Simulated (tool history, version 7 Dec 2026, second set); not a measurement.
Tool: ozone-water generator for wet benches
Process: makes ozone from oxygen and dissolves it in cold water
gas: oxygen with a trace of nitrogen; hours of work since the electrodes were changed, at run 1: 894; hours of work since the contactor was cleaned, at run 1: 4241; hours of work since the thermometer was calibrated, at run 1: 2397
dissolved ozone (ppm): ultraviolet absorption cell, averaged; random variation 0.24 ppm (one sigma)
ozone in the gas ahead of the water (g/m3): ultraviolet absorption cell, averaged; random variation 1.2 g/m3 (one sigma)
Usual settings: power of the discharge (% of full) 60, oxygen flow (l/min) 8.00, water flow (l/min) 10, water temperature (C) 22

run	day	power of the discharge (% of full)	oxygen flow (l/min)	water flow (l/min)	water temperature (C)	hours of work since the electrodes were changed	hours of work since the contactor was cleaned	hours of work since the thermometer was calibrated	dissolved ozone (ppm)	ozone in the gas ahead of the water (g/m3)
1	0.000	60	8.00	10	22	894	4241	2397	36.4	216.9
2	1.396	60	8.00	10	22	917	4263	2420	36.0	220.2
3	1.967	60	8.00	10	22	926	4273	2429	36.5	216.8
4	2.879	60	8.00	10	22	941	4287	2443	36.4	217.7
5	3.546	60	8.00	10	22	952	4298	2454	36.3	219.3
6	4.842	60	8.00	10	22	973	4319	2475	36.3	219.6
7	6.258	60	8.00	10	22	995	4342	2498	36.5	219.1
8	6.929	60	8.00	10	22	1006	4353	2509	36.0	220.0
9	8.138	60	8.00	10	22	1026	4372	2528	36.4	217.8
10	8.783	60	8.00	10	22	1036	4383	2539	36.5	222.0
11	9.900	60	8.00	10	22	1054	4401	2557	36.4	220.2
12	10.717	60	8.00	10	22	1067	4414	2570	36.3	221.1
13	11.433	60	8.00	9	27	1079	4425	2582	33.7	221.4
14	12.112	60	4.62	9	16	1090	4436	2592	44.5	269.1
15	13.167	60	8.00	8	15	1107	4453	2609	47.9	221.3
16	13.788	60	8.00	8	15	1117	4463	2619	47.8	219.8
17	15.112	60	8.00	8	15	1138	4485	2641	47.5	221.1
18	16.483	66	8.89	7	28	1160	4507	2663	38.7	231.2
19	17.883	60	7.54	10	22	1183	4529	2686	36.8	227.3
20	18.750	60	7.54	10	22	1197	4543	2700	36.7	223.7
21	19.892	60	7.54	10	22	1215	4562	2718	37.1	226.0

Forecast run 22:
22	20.675	60	7.54	10	22	1228	4575	2731	?	?

dissolved ozone (ppm): 36.6
ozone in the gas ahead of the water (g/m3): 226.5
Without the tool's hidden state the same run would have given dissolved ozone (ppm) 36.6, ozone in the gas ahead of the water (g/m3) 222.6.
